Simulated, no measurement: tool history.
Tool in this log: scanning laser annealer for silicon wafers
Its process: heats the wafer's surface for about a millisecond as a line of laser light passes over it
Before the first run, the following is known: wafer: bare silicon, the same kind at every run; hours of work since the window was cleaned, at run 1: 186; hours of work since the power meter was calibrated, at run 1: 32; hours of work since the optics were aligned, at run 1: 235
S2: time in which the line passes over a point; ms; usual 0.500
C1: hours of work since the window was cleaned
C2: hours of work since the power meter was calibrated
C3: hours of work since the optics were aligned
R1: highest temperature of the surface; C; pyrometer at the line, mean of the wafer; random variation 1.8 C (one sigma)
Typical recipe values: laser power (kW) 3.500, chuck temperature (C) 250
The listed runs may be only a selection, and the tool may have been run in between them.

Run 1, day 0.000: usual settings; C1 186; C2 32; C3 235. Result: R1 998 C.
Run 2, day 2.079: usual settings; C1 218; C2 63; C3 266. Result: R1 995 C.
Run 3, day 4.308: usual settings; C1 251; C2 97; C3 300. Result: R1 987 C.
Run 4, day 6.046: usual settings; C1 278; C2 123; C3 326. Result: R1 983 C.
Run 5, day 7.246: usual settings but S2 0.519 ms; C1 296; C2 141; C3 344. Result: R1 994 C.
Run 6, day 9.338: usual settings; C1 327; C2 172; C3 376. Result: R1 973 C.
Run 7, day 10.408: usual settings but laser power (kW) 3.155, S2 0.493 ms, chuck temperature (C) 253; C1 343; C2 188; C3 392. Result: R1 880 C.
Run 8, day 12.117: usual settings but laser power (kW) 3.065, S2 0.551 ms, chuck temperature (C) 223; C1 369; C2 214; C3 418. Result: R1 862 C.
Run 9, day 14.562: usual settings but laser power (kW) 3.430, S2 0.406 ms, chuck temperature (C) 263; C1 406; C2 251; C3 455. Result: R1 885 C.
At day 14.996: window over the wafer cleaned.
Run 10, day 17.042: usual settings but laser power (kW) 3.430, S2 0.406 ms, chuck temperature (C) 263; C1 31; C2 287; C3 491. Result: R1 927 C.
Run 11, day 18.904: usual settings but laser power (kW) 3.034, S2 0.379 ms, chuck temperature (C) 211; C1 59; C2 315; C3 519. Result: R1 752 C.

Alternative continuations, all from the tool just after run 11; predict every row:
Run A, day 19.958: usual settings but laser power (kW) 3.129, S2 0.617 ms, chuck temperature (C) 277; C1 75; C2 331; C3 535. Result: R1 ?.
Run B, day 19.958: usual settings but laser power (kW) 3.034, S2 0.436 ms, chuck temperature (C) 220; C1 75; C2 331; C3 535. Result: R1 ?.
Run C, day 19.958: usual settings but laser power (kW) 3.029, chuck temperature (C) 272; C1 75; C2 331; C3 535. Result: R1 ?.
Run D, day 19.958: usual settings but chuck temperature (C) 251; C1 75; C2 331; C3 535. Result: R1 ?.

run    R1
  A  1005
  B   804
  C   900
  D  1005
Without the tool's unlogged condition, the same runs would have read:
run    R1
  A  1028
  B   822
  C   920
  D  1028
